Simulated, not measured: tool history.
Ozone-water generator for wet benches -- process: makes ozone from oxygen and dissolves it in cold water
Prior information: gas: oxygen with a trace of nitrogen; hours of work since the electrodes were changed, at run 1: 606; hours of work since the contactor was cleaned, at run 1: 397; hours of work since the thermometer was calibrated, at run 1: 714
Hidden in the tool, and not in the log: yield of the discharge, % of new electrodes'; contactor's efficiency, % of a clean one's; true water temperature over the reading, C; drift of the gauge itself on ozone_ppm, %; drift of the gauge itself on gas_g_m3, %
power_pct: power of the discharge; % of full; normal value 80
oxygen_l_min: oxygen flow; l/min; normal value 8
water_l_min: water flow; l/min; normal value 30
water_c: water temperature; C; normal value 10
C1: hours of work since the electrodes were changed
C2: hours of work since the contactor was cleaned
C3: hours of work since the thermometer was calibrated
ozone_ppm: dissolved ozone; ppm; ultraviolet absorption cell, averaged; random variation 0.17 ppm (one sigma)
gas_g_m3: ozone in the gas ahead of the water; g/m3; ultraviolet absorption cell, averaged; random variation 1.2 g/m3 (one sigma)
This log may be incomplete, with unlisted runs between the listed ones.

{"run": 1, "day": 0.0, "power_pct": 80, "oxygen_l_min": 8, "water_l_min": 30, "water_c": 10, "C1": 606, "C2": 397, "C3": 714, "ozone_ppm": 23.8, "gas_g_m3": 214}
{"run": 2, "day": 0.738, "power_pct": 80, "oxygen_l_min": 8, "water_l_min": 40, "water_c": 10, "C1": 621, "C2": 412, "C3": 729, "ozone_ppm": 18.2, "gas_g_m3": 211}
{"run": 3, "day": 1.912, "power_pct": 80, "oxygen_l_min": 8, "water_l_min": 35, "water_c": 10, "C1": 646, "C2": 437, "C3": 754, "ozone_ppm": 20.7, "gas_g_m3": 212.8}
{"run": 4, "day": 2.567, "power_pct": 80, "oxygen_l_min": 8, "water_l_min": 30, "water_c": 10, "C1": 659, "C2": 450, "C3": 767, "ozone_ppm": 23.5, "gas_g_m3": 209.6}
{"run": 5, "day": 3.438, "power_pct": 80, "oxygen_l_min": 8, "water_l_min": 30, "water_c": 10, "C1": 677, "C2": 468, "C3": 785, "ozone_ppm": 23.8, "gas_g_m3": 211.9}
{"run": 6, "day": 4.146, "power_pct": 80, "oxygen_l_min": 8, "water_l_min": 25, "water_c": 10, "C1": 692, "C2": 483, "C3": 800, "ozone_ppm": 27.8, "gas_g_m3": 210.5}
{"run": 7, "day": 5.117, "power_pct": 80, "oxygen_l_min": 8, "water_l_min": 25, "water_c": 10, "C1": 712, "C2": 503, "C3": 820, "ozone_ppm": 27.2, "gas_g_m3": 210.1}
{"run": 8, "day": 6.192, "power_pct": 80, "oxygen_l_min": 8, "water_l_min": 30, "water_c": 10, "C1": 734, "C2": 525, "C3": 842, "ozone_ppm": 23.7, "gas_g_m3": 211.2}
{"run": 9, "day": 7.392, "power_pct": 80, "oxygen_l_min": 8, "water_l_min": 30, "water_c": 10, "C1": 759, "C2": 550, "C3": 867, "ozone_ppm": 23.5, "gas_g_m3": 208.7}
{"run": 10, "day": 8.042, "power_pct": 80, "oxygen_l_min": 8, "water_l_min": 30, "water_c": 10, "C1": 773, "C2": 564, "C3": 881, "ozone_ppm": 23.4, "gas_g_m3": 209}
{"run": 11, "day": 8.783, "power_pct": 80, "oxygen_l_min": 8, "water_l_min": 30, "water_c": 8, "C1": 788, "C2": 579, "C3": 896, "ozone_ppm": 23.9, "gas_g_m3": 210.8}
{"run": 12, "day": 10.004, "power_pct": 80, "oxygen_l_min": 8, "water_l_min": 30, "water_c": 8, "C1": 813, "C2": 604, "C3": 921, "ozone_ppm": 24.2, "gas_g_m3": 207.4}
{"run": 13, "day": 10.8, "power_pct": 80, "oxygen_l_min": 8, "water_l_min": 30, "water_c": 10, "C1": 830, "C2": 621, "C3": 938, "ozone_ppm": 23.5, "gas_g_m3": 207.2}
{"run": 14, "day": 12.104, "power_pct": 54, "oxygen_l_min": 8, "water_l_min": 30, "water_c": 10, "C1": 857, "C2": 648, "C3": 965, "ozone_ppm": 16.4, "gas_g_m3": 145.9}
{"run": 15, "day": 12.767, "power_pct": 80, "oxygen_l_min": 8, "water_l_min": 30, "water_c": 10, "C1": 871, "C2": 662, "C3": 978, "ozone_ppm": 23.4, "gas_g_m3": 206.7}
{"run": 16, "day": 13.788, "power_pct": 83, "oxygen_l_min": 9.38, "water_l_min": 22, "water_c": 12, "C1": 892, "C2": 683, "C3": 1000, "ozone_ppm": 29.3, "gas_g_m3": 194.8}
{"run": 17, "day": 15.046, "power_pct": 93, "oxygen_l_min": 9.38, "water_l_min": 22, "water_c": 11, "C1": 918, "C2": 709, "C3": 1026, "ozone_ppm": 33.7, "gas_g_m3": 215.2}
{"run": 18, "day": 15.604, "power_pct": 80, "oxygen_l_min": 7.28, "water_l_min": 28, "water_c": 10, "C1": 929, "C2": 720, "C3": 1037, "ozone_ppm": 24.9, "gas_g_m3": 218}
{"day": 15.725, "done": "gauge calibrated"}
{"run": 19, "day": 16.796, "power_pct": 80, "oxygen_l_min": 7.28, "water_l_min": 28, "water_c": 10, "C1": 954, "C2": 745, "C3": 1062, "ozone_ppm": 25, "gas_g_m3": 225.7}
{"run": 20, "day": 17.788, "power_pct": 80, "oxygen_l_min": 7.28, "water_l_min": 28, "water_c": 10, "C1": 975, "C2": 766, "C3": 1082, "ozone_ppm": 25.4, "gas_g_m3": 227.8}
{"run": 21, "day": 19.092, "power_pct": 71, "oxygen_l_min": 11.4, "water_l_min": 23, "water_c": 6, "C1": 1002, "C2": 793, "C3": 1109, "ozone_ppm": 26.6, "gas_g_m3": 151.6}
{"run": 22, "day": 19.758, "power_pct": 71, "oxygen_l_min": 11.4, "water_l_min": 23, "water_c": 6, "C1": 1015, "C2": 806, "C3": 1123, "ozone_ppm": 26.7, "gas_g_m3": 149.6}
{"run": 23, "day": 21.017, "power_pct": 71, "oxygen_l_min": 9.74, "water_l_min": 38, "water_c": 6, "C1": 1041, "C2": 832, "C3": 1149, "ozone_ppm": 17.9, "gas_g_m3": 165.2}
{"run": 24, "day": 22.179, "power_pct": 71, "oxygen_l_min": 9.74, "water_l_min": 20, "water_c": 17, "C1": 1066, "C2": 857, "C3": 1173, "ozone_ppm": 24.7, "gas_g_m3": 163.7}
{"run": 25, "day": 23.462, "power_pct": 80, "oxygen_l_min": 4.03, "water_l_min": 30, "water_c": 10, "C1": 1092, "C2": 883, "C3": 1200, "ozone_ppm": 22.7, "gas_g_m3": 329.3}
{"run": 26, "day": 24.408, "power_pct": 51, "oxygen_l_min": 8.62, "water_l_min": 29, "water_c": 15, "C1": 1112, "C2": 903, "C3": 1219, "ozone_ppm": 15, "gas_g_m3": 132.1}
{"run": 27, "day": 25.7, "power_pct": 55, "oxygen_l_min": 10.1, "water_l_min": 20, "water_c": 15, "C1": 1139, "C2": 930, "C3": 1246, "ozone_ppm": 20, "gas_g_m3": 126.4}
{"run": 28, "day": 26.75, "power_pct": 68, "oxygen_l_min": 11.76, "water_l_min": 20, "water_c": 8, "C1": 1160, "C2": 951, "C3": 1268, "ozone_ppm": 26.9, "gas_g_m3": 139.5}
{"run": 29, "day": 27.329, "power_pct": 80, "oxygen_l_min": 8, "water_l_min": 30, "water_c": 8, "C1": 1172, "C2": 963, "C3": 1280, "ozone_ppm": 24, "gas_g_m3": 210}

Branching from run 29: 4 alternative next runs. What would each branch give?
{"run": "A", "day": 27.983, "power_pct": 80, "oxygen_l_min": 6.05, "water_l_min": 19, "water_c": 13, "C1": 1186, "C2": 977, "C3": 1294, "ozone_ppm": "?", "gas_g_m3": "?"}
{"run": "B", "day": 27.983, "power_pct": 51, "oxygen_l_min": 8, "water_l_min": 30, "water_c": 8, "C1": 1186, "C2": 977, "C3": 1294, "ozone_ppm": "?", "gas_g_m3": "?"}
{"run": "C", "day": 27.983, "power_pct": 94, "oxygen_l_min": 8, "water_l_min": 24, "water_c": 9, "C1": 1186, "C2": 977, "C3": 1294, "ozone_ppm": "?", "gas_g_m3": "?"}
{"run": "D", "day": 27.983, "power_pct": 80, "oxygen_l_min": 6.92, "water_l_min": 33, "water_c": 11, "C1": 1186, "C2": 977, "C3": 1294, "ozone_ppm": "?", "gas_g_m3": "?"}

run=A ozone_ppm=33 gas_g_m3=247.9
run=B ozone_ppm=15.9 gas_g_m3=136.8
run=C ozone_ppm=33.4 gas_g_m3=242.4
run=D ozone_ppm=21.3 gas_g_m3=228.2
With no hidden state in the tool, these same runs would have given:
run=A ozone_ppm=33 gas_g_m3=253.6
run=B ozone_ppm=15.9 gas_g_m3=139.9
run=C ozone_ppm=33.4 gas_g_m3=247.9
run=D ozone_ppm=21.3 gas_g_m3=233.4
